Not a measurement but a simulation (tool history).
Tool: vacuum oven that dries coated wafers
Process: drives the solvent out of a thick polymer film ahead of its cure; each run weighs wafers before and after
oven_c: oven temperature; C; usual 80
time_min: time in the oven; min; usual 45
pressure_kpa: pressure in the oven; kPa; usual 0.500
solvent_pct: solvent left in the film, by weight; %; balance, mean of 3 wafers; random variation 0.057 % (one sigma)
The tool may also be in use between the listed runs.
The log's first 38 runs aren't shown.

run 39 hour=1852.7 | oven_c=78 time_min=37 pressure_kpa=0.635 | solvent_pct=4.92
run 40 hour=1887.6 | oven_c=80 time_min=78 pressure_kpa=1.560 | solvent_pct=1.48
run 41 hour=1918.0 | oven_c=80 time_min=78 pressure_kpa=1.560 | solvent_pct=1.45
run 42 hour=1953.5 | oven_c=80 time_min=78 pressure_kpa=1.560 | solvent_pct=1.54
run 43 hour=2002.2 | oven_c=74 time_min=72 pressure_kpa=1.777 | solvent_pct=3.45
run 44 hour=2062.8 | oven_c=74 time_min=72 pressure_kpa=1.777 | solvent_pct=3.53
run 45 hour=2106.1 | oven_c=74 time_min=72 pressure_kpa=1.777 | solvent_pct=3.50
run 46 hour=2148.8 | oven_c=74 time_min=72 pressure_kpa=1.777 | solvent_pct=3.50

Forecast each of these 3 alternatives for the next run:
run A hour=2203.8 | oven_c=80 time_min=31 pressure_kpa=0.756 | solvent_pct=?
run B hour=2203.8 | oven_c=86 time_min=45 pressure_kpa=0.500 | solvent_pct=?
run C hour=2203.8 | oven_c=84 time_min=28 pressure_kpa=1.465 | solvent_pct=?

run=A solvent_pct=4.99
run=B solvent_pct=1.01
run=C solvent_pct=4.16
Without the tool's hidden state the same runs would have given:
run=A solvent_pct=4.97
run=B solvent_pct=1.00
run=C solvent_pct=4.15
